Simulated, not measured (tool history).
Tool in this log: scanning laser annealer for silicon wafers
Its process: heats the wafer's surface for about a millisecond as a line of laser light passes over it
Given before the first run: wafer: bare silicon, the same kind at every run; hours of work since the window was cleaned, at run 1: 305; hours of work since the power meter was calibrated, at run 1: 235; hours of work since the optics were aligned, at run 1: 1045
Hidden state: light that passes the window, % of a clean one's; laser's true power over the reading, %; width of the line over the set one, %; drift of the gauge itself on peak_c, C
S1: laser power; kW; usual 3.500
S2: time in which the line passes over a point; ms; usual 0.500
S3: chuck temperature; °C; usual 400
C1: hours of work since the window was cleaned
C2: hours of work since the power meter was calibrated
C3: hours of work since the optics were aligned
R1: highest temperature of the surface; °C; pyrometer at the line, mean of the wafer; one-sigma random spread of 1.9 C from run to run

run	day	S1	S2	S3	C1	C2	C3	R1
1	0.000	3.500	0.500	400	305	235	1045	1143
2	0.600	3.500	0.500	400	314	244	1054	1144
3	1.283	3.500	0.500	400	324	254	1064	1143
4	2.008	3.500	0.500	400	335	265	1075	1142
5	2.617	3.500	0.500	400	344	274	1084	1144
6	3.079	3.425	0.500	400	350	281	1091	1126
7	3.704	3.425	0.500	400	360	290	1100	1122
8	4.229	3.425	0.500	400	368	298	1108	1124
9	5.108	3.500	0.500	418	381	311	1121	1160
10	6.038	3.500	0.500	400	394	325	1134	1138
11	7.046	3.500	0.434	400	409	340	1149	1093
# day 7.179: window over the wafer cleaned
12	7.633	3.500	0.434	400	7	347	1157	1089
13	8.154	3.500	0.434	400	14	355	1165	1092
14	8.879	3.500	0.434	400	25	366	1175	1088
15	9.729	3.500	0.434	400	38	379	1188	1087
16	10.508	3.500	0.500	400	49	390	1200	1135
17	11.533	3.072	0.500	400	65	405	1215	1031
# day 12.442: window over the wafer cleaned, once more
18	12.446	3.500	0.500	400	0	418	1227	1157
19	13.150	3.407	0.416	400	11	428	1238	1076
20	14.012	3.280	0.500	419	23	441	1250	1121
21	14.838	3.814	0.600	417	36	453	1263	1322
22	15.646	3.814	0.600	417	48	465	1275	1321
23	16.212	3.616	0.500	389	56	474	1283	1171
24	16.892	3.141	0.497	435	66	484	1293	1102
25	17.475	3.500	0.375	418	75	492	1302	1081
26	17.992	3.385	0.540	402	82	500	1310	1152
27	18.629	3.385	0.540	402	92	510	1319	1155
28	19.133	3.415	0.467	402	99	517	1327	1112
# day 19.642: optics aligned, line set to its width
29	20.208	3.415	0.547	397	112	530	8	1162
30	20.775	3.415	0.547	397	121	538	17	1166
31	21.458	3.176	0.500	438	131	548	27	1114
32	22.308	3.638	0.500	365	143	561	40	1154
33	22.912	3.349	0.353	431	152	570	49	1045
34	23.858	3.500	0.604	400	167	584	63	1219
35	24.696	3.474	0.434	390	179	597	75	1094
36	25.692	3.688	0.401	439	194	611	90	1163

Each row is a separate what-if for the run after 36, all from the same tool condition, not one after another. Results?
A	26.125	3.500	0.500	427	200	618	96	?
B	26.125	3.500	0.500	404	200	618	96	?
C	26.125	3.220	0.540	425	200	618	96	?
D	26.125	3.500	0.415	369	200	618	96	?
E	26.125	3.722	0.493	439	200	618	96	?

run	R1
A	1177
B	1157
C	1135
D	1063
E	1243
Had the tool no hidden state, the same runs would have come out as:
run	R1
A	1193
B	1173
C	1151
D	1078
E	1261

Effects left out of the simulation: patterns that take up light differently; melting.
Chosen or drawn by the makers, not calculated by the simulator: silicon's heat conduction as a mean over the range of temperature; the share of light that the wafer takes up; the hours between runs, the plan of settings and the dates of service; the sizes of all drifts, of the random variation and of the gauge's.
